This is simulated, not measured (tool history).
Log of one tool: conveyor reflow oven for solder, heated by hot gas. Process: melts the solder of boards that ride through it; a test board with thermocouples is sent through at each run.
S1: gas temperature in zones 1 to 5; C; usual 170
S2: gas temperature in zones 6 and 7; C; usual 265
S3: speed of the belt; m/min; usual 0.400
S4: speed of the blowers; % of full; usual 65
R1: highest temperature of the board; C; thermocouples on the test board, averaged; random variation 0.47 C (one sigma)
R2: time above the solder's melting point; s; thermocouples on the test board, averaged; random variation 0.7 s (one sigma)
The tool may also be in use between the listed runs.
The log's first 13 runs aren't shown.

run   hour   S1   S2     S3  S4     R1     R2
 14  127.1  170  267  0.466  65  248.1   69.9
 15  138.6  170  267  0.466  65  248.0   69.6
 16  146.0  170  265  0.400  50  245.8   78.5
 17  157.8  157  268  0.378  79  256.3   96.0
 18  167.1  157  263  0.343  58  250.0   93.8
 19  174.9  157  263  0.343  58  250.4   94.4
 20  184.0  157  263  0.343  58  249.8   94.0
 21  192.5  168  265  0.400  65  250.3   84.9
 22  205.1  168  265  0.400  65  251.0   85.6
 23  216.8  177  271  0.400  65  258.2   98.7
 24  228.9  175  278  0.436  65  260.2   90.1
 25  237.1  170  265  0.410  65  250.0   83.3
 26  246.7  170  258  0.366  62  246.7   91.2
 27  258.6  171  255  0.386  81  246.2   88.5
 28  269.1  177  268  0.400  62  253.3   92.7
 29  277.5  170  265  0.339  68  255.9  113.8
 30  289.3  170  268  0.418  65  252.2   83.1
 31  300.8  170  255  0.418  67  241.2   71.4
 32  311.3  159  258  0.360  67  246.1   85.9

3 ways to go on from here, each from the tool as it stands after run 32. What would each give?
  A  323.8  182  265  0.400  65   ?   ?
  B  323.8  179  257  0.429  67   ?   ?
  C  323.8  159  258  0.348  72   ?   ?

run     R1    R2
  A  252.6  94.4
  B  243.8  77.1
  C  248.8  94.9
Without the tool's hidden state the same runs would have given:
run     R1    R2
  A  252.8  94.6
  B  244.0  77.4
  C  248.9  95.2
